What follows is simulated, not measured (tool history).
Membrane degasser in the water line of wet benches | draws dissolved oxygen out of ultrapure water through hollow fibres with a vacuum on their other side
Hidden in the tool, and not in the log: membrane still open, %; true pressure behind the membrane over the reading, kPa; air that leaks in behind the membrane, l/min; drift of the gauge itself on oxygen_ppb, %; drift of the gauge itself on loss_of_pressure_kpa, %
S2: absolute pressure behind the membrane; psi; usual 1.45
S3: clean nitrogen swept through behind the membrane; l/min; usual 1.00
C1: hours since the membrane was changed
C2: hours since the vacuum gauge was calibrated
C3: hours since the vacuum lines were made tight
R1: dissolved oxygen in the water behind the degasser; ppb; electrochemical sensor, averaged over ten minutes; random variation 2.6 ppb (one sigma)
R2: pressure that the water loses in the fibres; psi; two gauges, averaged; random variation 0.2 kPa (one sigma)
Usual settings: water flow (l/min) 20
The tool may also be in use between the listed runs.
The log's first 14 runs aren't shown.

run 15 hour=853.7 | water_flow_(l/min)=20 S2=1.45 S3=0.41 | C1=985 C2=1313 C3=683 | R1=623.3 R2=6.722
run 16 hour=909.5 | water_flow_(l/min)=20 S2=1.45 S3=1.00 | C1=1041 C2=1369 C3=739 | R1=316.3 R2=6.717
run 17 hour=949.7 | water_flow_(l/min)=20 S2=1.45 S3=1.00 | C1=1081 C2=1409 C3=779 | R1=319.2 R2=6.686
run 18 hour=1001.8 | water_flow_(l/min)=20 S2=1.70 S3=1.00 | C1=1133 C2=1461 C3=831 | R1=388.2 R2=6.704
run 19 hour=1057.0 | water_flow_(l/min)=20 S2=1.70 S3=1.00 | C1=1188 C2=1516 C3=886 | R1=385.2 R2=6.717
run 20 hour=1132.3 | water_flow_(l/min)=25 S2=1.70 S3=1.07 | C1=1263 C2=1591 C3=961 | R1=467.8 R2=8.418
run 21 hour=1184.4 | water_flow_(l/min)=17 S2=1.70 S3=1.07 | C1=1316 C2=1643 C3=1014 | R1=315.8 R2=5.733
run 22 hour=1258.7 | water_flow_(l/min)=13 S2=2.13 S3=1.00 | C1=1390 C2=1718 C3=1088 | R1=343.6 R2=4.427
run 23 hour=1307.1 | water_flow_(l/min)=13 S2=2.13 S3=1.00 | C1=1438 C2=1766 C3=1136 | R1=342.4 R2=4.386
run 24 hour=1367.8 | water_flow_(l/min)=13 S2=1.93 S3=2.74 | C1=1499 C2=1827 C3=1197 | R1=118.9 R2=4.367
run 25 hour=1426.0 | water_flow_(l/min)=13 S2=1.93 S3=2.74 | C1=1557 C2=1885 C3=1255 | R1=119.3 R2=4.390
run 26 hour=1482.7 | water_flow_(l/min)=18 S2=1.93 S3=0.95 | C1=1614 C2=1942 C3=1312 | R1=430.2 R2=6.044
run 27 hour=1538.7 | water_flow_(l/min)=15 S2=2.36 S3=0.56 | C1=1670 C2=1998 C3=1368 | R1=701.7 R2=5.065
run 28 hour=1595.9 | water_flow_(l/min)=15 S2=2.36 S3=0.56 | C1=1727 C2=2055 C3=1425 | R1=715.9 R2=5.046
run 29 hour=1665.9 | water_flow_(l/min)=22 S2=1.96 S3=1.12 | C1=1797 C2=2125 C3=1495 | R1=469.2 R2=7.432
run 30 hour=1712.7 | water_flow_(l/min)=20 S2=3.34 S3=1.54 | C1=1844 C2=2172 C3=1542 | R1=586.1 R2=6.786
run 31 hour=1792.9 | water_flow_(l/min)=19 S2=1.07 S3=0.61 | C1=1924 C2=2252 C3=1622 | R1=286.2 R2=6.354
run 32 hour=1842.9 | water_flow_(l/min)=27 S2=0.87 S3=2.26 | C1=1974 C2=2302 C3=1672 | R1=156.8 R2=9.127

Forecast each of these 3 alternatives for the next run:
run A hour=1882.5 | water_flow_(l/min)=17 S2=0.87 S3=2.26 | C1=2014 C2=2342 C3=1712 | R1=? R2=?
run B hour=1882.5 | water_flow_(l/min)=13 S2=1.45 S3=1.47 | C1=2014 C2=2342 C3=1712 | R1=? R2=?
run C hour=1882.5 | water_flow_(l/min)=18 S2=0.93 S3=0.58 | C1=2014 C2=2342 C3=1712 | R1=? R2=?

run=A R1=61.4 R2=5.771
run=B R1=147.9 R2=4.377
run=C R1=225.1 R2=6.051
Without the tool's hidden state the same runs would have given:
run=A R1=58.1 R2=5.696
run=B R1=143.3 R2=4.321
run=C R1=216.6 R2=5.973
